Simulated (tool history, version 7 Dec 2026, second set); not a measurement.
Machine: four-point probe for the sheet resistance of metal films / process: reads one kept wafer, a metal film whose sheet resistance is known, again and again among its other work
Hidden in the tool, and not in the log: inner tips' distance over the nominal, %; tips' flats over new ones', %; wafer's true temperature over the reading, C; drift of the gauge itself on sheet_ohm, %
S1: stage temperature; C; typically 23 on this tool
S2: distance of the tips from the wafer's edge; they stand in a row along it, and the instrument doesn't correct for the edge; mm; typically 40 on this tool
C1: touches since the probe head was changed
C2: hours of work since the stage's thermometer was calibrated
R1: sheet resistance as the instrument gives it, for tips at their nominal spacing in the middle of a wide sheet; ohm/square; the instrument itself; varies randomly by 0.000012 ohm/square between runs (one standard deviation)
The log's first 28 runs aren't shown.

run   hour  S1  S2     C1    C2        R1
 29  419.3  24  73  15957  1873  0.062285
 30  436.2  22   3  16342  1881  0.063268
 31  448.8  22   3  16628  1886  0.063257
 32  461.2  22   3  16910  1892  0.063272
 33  480.4  20   3  17345  1900  0.063348
 34  497.7  27  75  17739  1908  0.062142
 35  512.6  27  75  18077  1915  0.062125
 36  526.2  23  75  18386  1921  0.062315
 37  540.6  23  75  18714  1927  0.062315

Consider 4 possible next runs. They are alternatives, not a sequence: every one starts from the tool as it was left by run 37. What does each give?
  A  555.9  18  59  19060  1934   ?
  B  555.9  30  70  19060  1934   ?
  C  555.9  32   4  19060  1934   ?
  D  555.9  19   9  19060  1934   ?

run        R1
  A  0.062522
  B  0.062008
  C  0.062436
  D  0.062583
Without the tool's unlogged condition, the same runs would have read:
run        R1
  A   0.06252
  B  0.062005
  C  0.062434
  D   0.06258
